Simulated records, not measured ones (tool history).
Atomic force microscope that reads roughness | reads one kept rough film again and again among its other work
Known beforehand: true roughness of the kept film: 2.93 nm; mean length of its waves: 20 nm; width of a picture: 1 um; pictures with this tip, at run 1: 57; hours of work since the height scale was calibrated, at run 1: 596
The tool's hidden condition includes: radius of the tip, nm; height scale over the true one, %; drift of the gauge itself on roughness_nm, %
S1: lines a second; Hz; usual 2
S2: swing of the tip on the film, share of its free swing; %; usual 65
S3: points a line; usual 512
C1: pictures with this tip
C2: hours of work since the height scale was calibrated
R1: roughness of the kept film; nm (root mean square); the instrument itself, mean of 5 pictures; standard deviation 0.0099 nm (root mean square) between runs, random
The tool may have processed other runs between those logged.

{"run": 1, "hour": 0.0, "S1": 2, "S2": 65, "S3": 512, "C1": 57, "C2": 596, "R1": 2.01}
{"run": 2, "hour": 17.2, "S1": 2, "S2": 65, "S3": 512, "C1": 82, "C2": 608, "R1": 1.937}
{"run": 3, "hour": 46.1, "S1": 2, "S2": 65, "S3": 512, "C1": 125, "C2": 629, "R1": 1.808}
{"run": 4, "hour": 79.6, "S1": 2, "S2": 65, "S3": 512, "C1": 174, "C2": 653, "R1": 1.693}
{"run": 5, "hour": 106.7, "S1": 2, "S2": 68, "S3": 512, "C1": 214, "C2": 673, "R1": 1.569}
{"run": 6, "hour": 140.5, "S1": 2, "S2": 68, "S3": 512, "C1": 264, "C2": 697, "R1": 1.48}
{"run": 7, "hour": 163.1, "S1": 2, "S2": 68, "S3": 512, "C1": 297, "C2": 713, "R1": 1.437}
{"hour": 166.5, "done": "new tip fitted"}
{"run": 8, "hour": 196.4, "S1": 2, "S2": 68, "S3": 512, "C1": 44, "C2": 737, "R1": 2.057}
{"run": 9, "hour": 213.1, "S1": 2, "S2": 65, "S3": 535, "C1": 69, "C2": 749, "R1": 1.988}
{"run": 10, "hour": 250.4, "S1": 2, "S2": 65, "S3": 535, "C1": 124, "C2": 775, "R1": 1.824}
{"run": 11, "hour": 276.0, "S1": 2, "S2": 65, "S3": 512, "C1": 162, "C2": 794, "R1": 1.727}
{"run": 12, "hour": 315.0, "S1": 2, "S2": 62, "S3": 512, "C1": 219, "C2": 822, "R1": 1.621}
{"run": 13, "hour": 336.2, "S1": 2, "S2": 62, "S3": 512, "C1": 251, "C2": 837, "R1": 1.56}
{"run": 14, "hour": 353.1, "S1": 2, "S2": 62, "S3": 512, "C1": 276, "C2": 849, "R1": 1.509}
{"hour": 371.5, "done": "new tip fitted"}
{"run": 15, "hour": 373.7, "S1": 1.17, "S2": 62, "S3": 512, "C1": 3, "C2": 864, "R1": 2.316}
{"run": 16, "hour": 394.2, "S1": 2, "S2": 62, "S3": 512, "C1": 33, "C2": 878, "R1": 2.135}
{"run": 17, "hour": 414.5, "S1": 2, "S2": 62, "S3": 512, "C1": 63, "C2": 893, "R1": 2.026}
{"run": 18, "hour": 454.3, "S1": 2, "S2": 62, "S3": 512, "C1": 122, "C2": 921, "R1": 1.852}
{"run": 19, "hour": 487.5, "S1": 2, "S2": 65, "S3": 555, "C1": 171, "C2": 945, "R1": 1.73}
{"run": 20, "hour": 513.7, "S1": 0.56, "S2": 65, "S3": 555, "C1": 210, "C2": 964, "R1": 1.705}
{"run": 21, "hour": 537.4, "S1": 0.56, "S2": 65, "S3": 555, "C1": 244, "C2": 981, "R1": 1.643}
{"hour": 574.8, "done": "new tip fitted"}
{"run": 22, "hour": 575.2, "S1": 0.56, "S2": 65, "S3": 555, "C1": 1, "C2": 1008, "R1": 2.346}
{"run": 23, "hour": 605.8, "S1": 0.56, "S2": 65, "S3": 555, "C1": 46, "C2": 1030, "R1": 2.167}
{"run": 24, "hour": 628.4, "S1": 0.56, "S2": 65, "S3": 555, "C1": 79, "C2": 1046, "R1": 2.084}
{"run": 25, "hour": 658.8, "S1": 0.56, "S2": 65, "S3": 555, "C1": 124, "C2": 1068, "R1": 1.921}
{"run": 26, "hour": 698.4, "S1": 2, "S2": 65, "S3": 378, "C1": 182, "C2": 1096, "R1": 1.693}
{"run": 27, "hour": 717.7, "S1": 2, "S2": 65, "S3": 378, "C1": 211, "C2": 1110, "R1": 1.633}
{"run": 28, "hour": 749.4, "S1": 2.03, "S2": 58, "S3": 378, "C1": 257, "C2": 1133, "R1": 1.596}
{"run": 29, "hour": 767.4, "S1": 2.03, "S2": 58, "S3": 378, "C1": 284, "C2": 1146, "R1": 1.534}
{"hour": 778.5, "done": "new tip fitted"}
{"run": 30, "hour": 805.7, "S1": 1.57, "S2": 65, "S3": 512, "C1": 40, "C2": 1173, "R1": 2.138}
{"run": 31, "hour": 822.0, "S1": 1.57, "S2": 65, "S3": 512, "C1": 64, "C2": 1185, "R1": 2.048}
{"run": 32, "hour": 840.0, "S1": 0.62, "S2": 90, "S3": 320, "C1": 90, "C2": 1198, "R1": 1.891}
{"run": 33, "hour": 872.3, "S1": 0.62, "S2": 90, "S3": 320, "C1": 138, "C2": 1221, "R1": 1.766}
{"run": 34, "hour": 904.7, "S1": 1.94, "S2": 83, "S3": 511, "C1": 186, "C2": 1244, "R1": 1.538}

Run 35 is up next; what results do you expect?
{"run": 35, "hour": 927.5, "S1": 1.94, "S2": 83, "S3": 511, "C1": 219, "C2": 1260, "R1": "?"}

{"run 35": {"R1": 1.477}}
Had the tool carried no hidden state, the very same run would have given R1 2.064 nm (root mean square).

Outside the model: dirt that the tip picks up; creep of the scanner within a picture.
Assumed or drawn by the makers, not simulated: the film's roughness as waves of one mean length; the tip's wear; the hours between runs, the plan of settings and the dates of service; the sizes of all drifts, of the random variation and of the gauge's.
